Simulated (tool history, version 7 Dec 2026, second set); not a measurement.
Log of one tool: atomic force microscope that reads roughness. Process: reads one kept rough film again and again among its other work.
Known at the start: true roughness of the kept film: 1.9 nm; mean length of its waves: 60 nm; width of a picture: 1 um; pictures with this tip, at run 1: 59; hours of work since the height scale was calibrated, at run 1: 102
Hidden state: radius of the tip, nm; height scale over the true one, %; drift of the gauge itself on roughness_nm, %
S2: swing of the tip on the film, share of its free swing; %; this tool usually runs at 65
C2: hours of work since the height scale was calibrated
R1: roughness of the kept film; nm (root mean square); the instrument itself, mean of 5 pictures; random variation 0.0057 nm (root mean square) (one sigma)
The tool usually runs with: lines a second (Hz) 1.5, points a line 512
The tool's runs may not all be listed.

Run 1, hour 0: usual settings; pictures with this tip 59; C2 102. Result: R1 1.746 nm (root mean square).
Run 2, hour 7.3: usual settings; pictures with this tip 68; C2 105. Result: R1 1.754 nm (root mean square).
Run 3, hour 18.3: usual settings but lines a second (Hz) 0.59; pictures with this tip 81; C2 109. Result: R1 1.777 nm (root mean square).
Run 4, hour 25.7: usual settings; pictures with this tip 90; C2 113. Result: R1 1.744 nm (root mean square).
Run 5, hour 32.1: usual settings; pictures with this tip 98; C2 115. Result: R1 1.744 nm (root mean square).
Run 6, hour 42.1: usual settings; pictures with this tip 109; C2 120. Result: R1 1.731 nm (root mean square).
Run 7, hour 53.1: usual settings but S2 83 %; pictures with this tip 123; C2 124. Result: R1 1.63 nm (root mean square).
Run 8, hour 61.8: usual settings; pictures with this tip 133; C2 128. Result: R1 1.725 nm (root mean square).
Run 9, hour 69.4: usual settings; pictures with this tip 142; C2 131. Result: R1 1.73 nm (root mean square).
Run 10, hour 76.8: usual settings; pictures with this tip 151; C2 135. Result: R1 1.713 nm (root mean square).
Run 11, hour 89.8: usual settings; pictures with this tip 166; C2 140. Result: R1 1.706 nm (root mean square).
Run 12, hour 102: usual settings; pictures with this tip 181; C2 146. Result: R1 1.7 nm (root mean square).
At hour 106: new tip fitted.
Run 13, hour 114.8: usual settings but lines a second (Hz) 3.96; pictures with this tip 10; C2 151. Result: R1 1.684 nm (root mean square).
Run 14, hour 120.4: usual settings; pictures with this tip 17; C2 153. Result: R1 1.779 nm (root mean square).
Run 15, hour 128.3: usual settings; pictures with this tip 26; C2 157. Result: R1 1.755 nm (root mean square).
Run 16, hour 137.6: usual settings; pictures with this tip 37; C2 161. Result: R1 1.761 nm (root mean square).
Run 17, hour 143.5: usual settings but points a line 667; pictures with this tip 44; C2 163. Result: R1 1.764 nm (root mean square).
Run 18, hour 149.7: usual settings but S2 71 %; pictures with this tip 52; C2 166. Result: R1 1.741 nm (root mean square).
Run 19, hour 162.7: usual settings but S2 71 %; pictures with this tip 67; C2 171. Result: R1 1.729 nm (root mean square).
Run 20, hour 173.9: usual settings but lines a second (Hz) 3.58; pictures with this tip 80; C2 176. Result: R1 1.657 nm (root mean square).
Run 21, hour 184: usual settings but lines a second (Hz) 3.58, points a line 293; pictures with this tip 92; C2 181. Result: R1 1.649 nm (root mean square).
Run 22, hour 196.1: usual settings but lines a second (Hz) 3.58, points a line 293; pictures with this tip 107; C2 186. Result: R1 1.647 nm (root mean square).
Run 23, hour 205.7: usual settings but lines a second (Hz) 3.58, points a line 293; pictures with this tip 118; C2 190. Result: R1 1.648 nm (root mean square).
Run 24, hour 215.7: usual settings; pictures with this tip 130; C2 194. Result: R1 1.72 nm (root mean square).
Run 25, hour 224.8: usual settings but lines a second (Hz) 1.01; pictures with this tip 141; C2 198. Result: R1 1.742 nm (root mean square).
Run 26, hour 232.5: usual settings but S2 71 %; pictures with this tip 150; C2 202. Result: R1 1.682 nm (root mean square).
Run 27, hour 241.4: usual settings but S2 71 %, points a line 722; pictures with this tip 160; C2 205. Result: R1 1.689 nm (root mean square).
Run 28, hour 252.3: usual settings but S2 71 %, points a line 722; pictures with this tip 173; C2 210. Result: R1 1.68 nm (root mean square).
Run 29, hour 260.7: usual settings but lines a second (Hz) 2.06, S2 71 %, points a line 515; pictures with this tip 183; C2 214. Result: R1 1.655 nm (root mean square).
At hour 262.7: new tip fitted.
Run 30, hour 272: usual settings but lines a second (Hz) 2.06, S2 71 %, points a line 515; pictures with this tip 11; C2 218. Result: R1 1.712 nm (root mean square).
Run 31, hour 284.8: usual settings but lines a second (Hz) 1.3, S2 85 %, points a line 750; pictures with this tip 26; C2 224. Result: R1 1.668 nm (root mean square).
Run 32, hour 295.8: usual settings but lines a second (Hz) 1.3, S2 85 %, points a line 750; pictures with this tip 39; C2 229. Result: R1 1.666 nm (root mean square).
Run 33, hour 306.6: usual settings but lines a second (Hz) 1.53, S2 59 %; pictures with this tip 52; C2 233. Result: R1 1.781 nm (root mean square).
Run 34, hour 312.9: usual settings but lines a second (Hz) 1.25, S2 63 %, points a line 743; pictures with this tip 60; C2 236. Result: R1 1.768 nm (root mean square).
Run 35, hour 322.4: usual settings but lines a second (Hz) 2.81, points a line 406; pictures with this tip 71; C2 240. Result: R1 1.697 nm (root mean square).
Run 36, hour 335: usual settings but lines a second (Hz) 2.81, points a line 406; pictures with this tip 86; C2 246. Result: R1 1.686 nm (root mean square).
Run 37, hour 341.8: usual settings but lines a second (Hz) 2.81, points a line 406; pictures with this tip 94; C2 248. Result: R1 1.69 nm (root mean square).
Run 38, hour 347.5: usual settings but lines a second (Hz) 0.83, S2 63 %; pictures with this tip 101; C2 251. Result: R1 1.769 nm (root mean square).
Run 39, hour 356.3: usual settings but lines a second (Hz) 0.64, S2 76 %, points a line 736; pictures with this tip 111; C2 255. Result: R1 1.745 nm (root mean square).
Run 40, hour 362.3: usual settings but lines a second (Hz) 0.64, S2 76 %, points a line 736; pictures with this tip 118; C2 257. Result: R1 1.744 nm (root mean square).
Run 41, hour 372.8: usual settings but lines a second (Hz) 2.17, S2 59 %, points a line 278; pictures with this tip 131; C2 262. Result: R1 1.713 nm (root mean square).
Run 42, hour 384.5: usual settings but S2 67 %, points a line 332; pictures with this tip 145; C2 267. Result: R1 1.699 nm (root mean square).
Run 43, hour 396.5: usual settings but lines a second (Hz) 0.74, S2 69 %, points a line 906; pictures with this tip 159; C2 272. Result: R1 1.742 nm (root mean square).
Run 44, hour 409: usual settings but lines a second (Hz) 0.78, S2 69 %, points a line 587; pictures with this tip 174; C2 277. Result: R1 1.728 nm (root mean square).
At hour 419.4: new tip fitted.
Run 45, hour 421.5: usual settings but lines a second (Hz) 1.1, S2 56 %, points a line 278; pictures with this tip 3; C2 283. Result: R1 1.813 nm (root mean square).
Run 46, hour 432.2: usual settings but lines a second (Hz) 1.1, S2 56 %, points a line 278; pictures with this tip 16; C2 287. Result: R1 1.802 nm (root mean square).
Run 47, hour 440.1: usual settings but lines a second (Hz) 1.1, S2 56 %, points a line 278; pictures with this tip 25; C2 291. Result: R1 1.804 nm (root mean square).
Run 48, hour 448.2: usual settings but lines a second (Hz) 1.02, S2 76 %, points a line 558; pictures with this tip 35; C2 294. Result: R1 1.754 nm (root mean square).
Run 49, hour 457.6: usual settings but lines a second (Hz) 1.02, S2 76 %, points a line 558; pictures with this tip 46; C2 298. Result: R1 1.752 nm (root mean square).
Run 50, hour 467.8: usual settings but lines a second (Hz) 1.4, S2 58 %, points a line 493; pictures with this tip 58; C2 303. Result: R1 1.793 nm (root mean square).
Run 51, hour 474.4: usual settings but lines a second (Hz) 1.88, S2 58 %, points a line 396; pictures with this tip 66; C2 305. Result: R1 1.763 nm (root mean square).
Run 52, hour 484.1: usual settings but S2 66 %, points a line 809; pictures with this tip 77; C2 310. Result: R1 1.751 nm (root mean square).

Hidden condition of the tool, last listed run before each entry between runs versus first listed run after:
Between runs 12 and 13: new tip fitted (hour 106)
  radius of the tip, nm: 33.2 -> 11.9; height scale over the true one, %: -0.35 -> -0.36
  difference, measured minus the result without the unlogged condition, R1: -0.087 -> -0.012 nm (root mean square)
Between runs 29 and 30: new tip fitted (hour 262.7)
  radius of the tip, nm: 32.8 -> 12.5; height scale over the true one, %: -0.46 -> -0.47
  difference, measured minus the result without the unlogged condition, R1: -0.085 -> -0.017 nm (root mean square)
Between runs 44 and 45: new tip fitted (hour 419.4)
  radius of the tip, nm: 32 -> 10.4
  difference, measured minus the result without the unlogged condition, R1: -0.087 -> -0.012 nm (root mean square)
